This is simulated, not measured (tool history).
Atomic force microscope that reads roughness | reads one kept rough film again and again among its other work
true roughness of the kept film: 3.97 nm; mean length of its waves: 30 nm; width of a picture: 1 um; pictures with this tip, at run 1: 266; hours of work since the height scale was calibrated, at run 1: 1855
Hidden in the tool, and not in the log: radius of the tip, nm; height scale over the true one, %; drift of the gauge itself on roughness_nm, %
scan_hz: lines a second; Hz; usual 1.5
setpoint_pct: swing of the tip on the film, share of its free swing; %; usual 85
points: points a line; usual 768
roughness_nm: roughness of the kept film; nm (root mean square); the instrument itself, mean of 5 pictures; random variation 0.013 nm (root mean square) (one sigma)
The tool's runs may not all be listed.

| run | hour | scan_hz | setpoint_pct | points | pictures with this tip | hours of work since the height scale was calibrated | roughness_nm |
|---|---|---|---|---|---|---|---|
| 1 | 0 | 1.5 | 85 | 768 | 266 | 1855 | 2.589 |
|  | 31.4 | new tip fitted |
| 2 | 66 | 1.5 | 85 | 768 | 50 | 1890 | 2.841 |
| 3 | 104.2 | 1.5 | 85 | 768 | 106 | 1910 | 2.772 |
| 4 | 156.4 | 1.5 | 85 | 768 | 182 | 1937 | 2.652 |
| 5 | 216.8 | 1.5 | 85 | 768 | 270 | 1969 | 2.575 |
|  | 248.5 | new tip fitted |
| 6 | 259.6 | 1.5 | 85 | 768 | 16 | 1992 | 2.866 |
| 7 | 339.8 | 1.5 | 85 | 768 | 133 | 2034 | 2.738 |
|  | 350.1 | height scale calibrated on a step standard |
| 8 | 424.2 | 1.5 | 85 | 768 | 254 | 39 | 2.668 |
|  | 465.7 | new tip fitted |
| 9 | 465.7 | 1.5 | 85 | 768 | 0 | 61 | 2.98 |
| 10 | 504.2 | 2.57 | 85 | 768 | 56 | 81 | 2.626 |
| 11 | 565.4 | 1.5 | 85 | 482 | 145 | 114 | 2.786 |
| 12 | 630.3 | 1.5 | 85 | 482 | 239 | 148 | 2.675 |
|  | 682.1 | new tip fitted |
| 13 | 685.9 | 1.5 | 79 | 768 | 5 | 177 | 3.065 |
| 14 | 741.4 | 0.92 | 85 | 768 | 86 | 207 | 3.031 |
| 15 | 793.1 | 0.92 | 85 | 768 | 161 | 234 | 2.944 |
| 16 | 839.8 | 1.5 | 76 | 768 | 229 | 259 | 2.847 |
| 17 | 885.5 | 0.56 | 85 | 768 | 295 | 283 | 2.893 |
|  | 901.5 | new tip fitted |
| 18 | 962.5 | 0.56 | 85 | 768 | 89 | 323 | 3.151 |
| 19 | 1031.2 | 0.56 | 85 | 768 | 188 | 360 | 2.997 |
| 20 | 1081.3 | 0.56 | 85 | 768 | 261 | 386 | 2.922 |
|  | 1116.3 | new tip fitted |
| 21 | 1137.3 | 0.56 | 85 | 768 | 31 | 416 | 3.212 |
| 22 | 1179.6 | 0.56 | 85 | 768 | 92 | 438 | 3.133 |
| 23 | 1226.5 | 0.56 | 85 | 768 | 160 | 463 | 3.059 |
| 24 | 1312.8 | 0.56 | 85 | 768 | 286 | 509 | 2.888 |
|  | 1335.1 | new tip fitted |
| 25 | 1384.4 | 1.5 | 57 | 768 | 72 | 546 | 3.26 |
| 26 | 1429.5 | 1.5 | 57 | 768 | 138 | 570 | 3.179 |
| 27 | 1473.6 | 1.27 | 76 | 1020 | 202 | 593 | 2.893 |
| 28 | 1526.6 | 0.72 | 76 | 1020 | 279 | 621 | 2.959 |
|  | 1555 | new tip fitted |
| 29 | 1569.8 | 0.72 | 85 | 297 | 22 | 644 | 3.122 |
| 30 | 1617.1 | 1.5 | 66 | 603 | 90 | 669 | 3.132 |
| 31 | 1701.9 | 1.5 | 66 | 603 | 214 | 714 | 2.967 |
| 32 | 1760.1 | 1.5 | 66 | 603 | 298 | 745 | 2.88 |
|  | 1771.9 | new tip fitted |
| 33 | 1818.6 | 3.27 | 69 | 768 | 67 | 776 | 2.839 |
| 34 | 1875.7 | 3.27 | 69 | 768 | 150 | 806 | 2.745 |
| 35 | 1947.1 | 3.27 | 69 | 768 | 254 | 844 | 2.644 |
|  | 1988.4 | new tip fitted |
| 36 | 1988.4 | 0.85 | 85 | 265 | 0 | 865 | 3.105 |
| 37 | 2037.1 | 2.05 | 85 | 329 | 71 | 891 | 2.663 |
| 38 | 2098.4 | 2.05 | 85 | 329 | 160 | 923 | 2.574 |
| 39 | 2155 | 2.95 | 70 | 329 | 242 | 953 | 2.692 |
|  | 2202.5 | new tip fitted |
| 40 | 2202.5 | 2.95 | 70 | 329 | 0 | 978 | 2.976 |
| 41 | 2280.1 | 1.5 | 82 | 768 | 112 | 1019 | 2.86 |
| 42 | 2348.1 | 0.93 | 82 | 568 | 211 | 1055 | 2.891 |
| 43 | 2392.4 | 2.58 | 58 | 276 | 276 | 1079 | 2.864 |
|  | 2423.2 | new tip fitted |
| 44 | 2444.5 | 1.5 | 89 | 873 | 30 | 1106 | 2.804 |
| 45 | 2487.6 | 1.5 | 89 | 873 | 93 | 1129 | 2.717 |
| 46 | 2547.9 | 0.54 | 87 | 322 | 181 | 1161 | 2.966 |
| 47 | 2585.8 | 1.22 | 83 | 855 | 236 | 1181 | 2.758 |
| 48 | 2636.2 | 2.25 | 83 | 855 | 309 | 1208 | 2.419 |
|  | 2640.8 | new tip fitted |
| 49 | 2722.8 | 1.93 | 85 | 768 | 119 | 1253 | 2.638 |
| 50 | 2794.7 | 1.93 | 85 | 768 | 224 | 1291 | 2.541 |
|  | 2855.6 | new tip fitted |
| 51 | 2876 | 1.5 | 85 | 319 | 30 | 1334 | 2.87 |

The same runs without the tool's hidden state, with the same run-to-run variation:
| run | roughness_nm |
|---|---|
| 1 | 2.965 |
| 2 | 2.987 |
| 3 | 2.994 |
| 4 | 2.959 |
| 5 | 2.983 |
| 6 | 2.965 |
| 7 | 2.982 |
| 8 | 3 |
| 9 | 2.986 |
| 10 | 2.696 |
| 11 | 2.971 |
| 12 | 2.963 |
| 13 | 3.098 |
| 14 | 3.17 |
| 15 | 3.187 |
| 16 | 3.163 |
| 17 | 3.298 |
| 18 | 3.321 |
| 19 | 3.305 |
| 20 | 3.312 |
| 21 | 3.301 |
| 22 | 3.31 |
| 23 | 3.329 |
| 24 | 3.326 |
| 25 | 3.417 |
| 26 | 3.419 |
| 27 | 3.19 |
| 28 | 3.358 |
| 29 | 3.195 |
| 30 | 3.307 |
| 31 | 3.289 |
| 32 | 3.291 |
| 33 | 2.987 |
| 34 | 3.006 |
| 35 | 3.019 |
| 36 | 3.144 |
| 37 | 2.788 |
| 38 | 2.798 |
| 39 | 3.027 |
| 40 | 3.019 |
| 41 | 3.044 |
| 42 | 3.203 |
| 43 | 3.259 |
| 44 | 2.905 |
| 45 | 2.891 |
| 46 | 3.286 |
| 47 | 3.123 |
| 48 | 2.828 |
| 49 | 2.838 |
| 50 | 2.86 |
| 51 | 2.953 |

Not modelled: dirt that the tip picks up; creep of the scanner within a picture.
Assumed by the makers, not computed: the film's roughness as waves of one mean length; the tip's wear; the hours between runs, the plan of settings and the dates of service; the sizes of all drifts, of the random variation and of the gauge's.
